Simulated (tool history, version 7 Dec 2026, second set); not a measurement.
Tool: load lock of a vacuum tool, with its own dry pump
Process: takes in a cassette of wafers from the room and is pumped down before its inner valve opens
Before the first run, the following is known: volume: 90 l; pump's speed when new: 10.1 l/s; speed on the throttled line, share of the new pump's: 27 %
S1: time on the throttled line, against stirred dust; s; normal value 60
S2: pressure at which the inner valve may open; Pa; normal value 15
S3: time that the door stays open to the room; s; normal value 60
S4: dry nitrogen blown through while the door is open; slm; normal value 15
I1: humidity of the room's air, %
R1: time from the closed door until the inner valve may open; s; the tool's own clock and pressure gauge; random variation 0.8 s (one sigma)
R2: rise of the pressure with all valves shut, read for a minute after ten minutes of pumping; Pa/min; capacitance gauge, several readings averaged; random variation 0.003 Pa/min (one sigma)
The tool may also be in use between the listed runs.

run,day,S1,S2,S3,S4,I1,R1,R2
1,0.000,60,15,60,15,44.0,123.4,0.586
2,13.417,60,15,60,43,46.2,125.2,0.613
3,29.538,60,15,60,32,46.3,125.4,0.658
# day 40.362: door's seal changed, seat wiped
4,50.854,60,15,60,15,48.6,125.3,0.051
5,64.404,60,15,60,15,43.8,125.9,0.053
6,86.512,60,15,60,15,45.0,126.4,0.069
7,99.275,60,15,60,15,47.1,126.7,0.076
8,118.417,34,15,60,15,49.7,107.8,0.093
9,134.762,34,15,60,15,44.3,108.5,0.099
10,148.592,60,15,60,15,42.1,126.2,0.116
11,165.888,69,15,60,15,49.1,134.5,0.133
12,185.629,62,15,60,15,43.6,127.1,0.151
13,200.183,62,15,60,15,49.5,129.4,0.182
14,217.717,113,15,60,15,46.8,165.4,0.192
15,237.854,113,15,60,15,45.5,163.3,0.208
16,251.617,113,15,60,15,41.0,164.4,0.225
17,270.808,60,15,55,15,44.4,127.8,0.254
18,288.000,60,15,55,15,42.9,128.2,0.285
19,302.988,30,15,94,34,46.3,106.5,0.312
20,324.488,108,15,152,15,38.8,161.9,0.379
21,344.679,87,20,239,37,47.5,145.2,0.438
22,355.938,87,20,239,37,43.5,144.8,0.446
23,367.438,60,11,60,22,44.5,130.9,0.409
24,388.258,60,21,72,15,44.6,126.7,0.461
25,402.312,60,21,72,15,44.2,126.9,0.484
26,414.450,49,13,91,20,45.0,123.3,0.525
27,435.354,60,16,60,14,44.2,128.5,0.549
28,454.446,54,20,179,6,44.7,121.9,0.684
29,467.442,60,15,34,17,46.0,129.1,0.624
30,481.542,60,15,34,17,44.6,130.8,0.654
# day 486.750: door's seal changed, seat wiped
31,492.167,77,15,34,17,44.6,140.0,0.031
32,513.342,84,15,34,17,47.4,147.3,0.042
33,525.412,84,15,34,17,41.1,147.9,0.046
34,542.450,60,15,35,39,42.6,132.4,0.048
35,556.475,109,20,66,37,43.0,162.0,0.079

4 ways to go on from here, each from the tool as it stands after run 35. What would each give?
A,579.400,109,20,66,9,40.1,?,?
B,579.400,109,20,182,5,48.3,?,?
C,579.400,109,26,66,25,42.1,?,?
D,579.400,109,25,51,44,44.4,?,?

run,R1,R2
A,162.5,0.107
B,162.3,0.196
C,160.4,0.102
D,158.1,0.093
What these runs would have given with no unlogged condition in the tool:
run,R1,R2
A,156.3,0.046
B,156.1,0.136
C,154.6,0.042
D,152.2,0.032
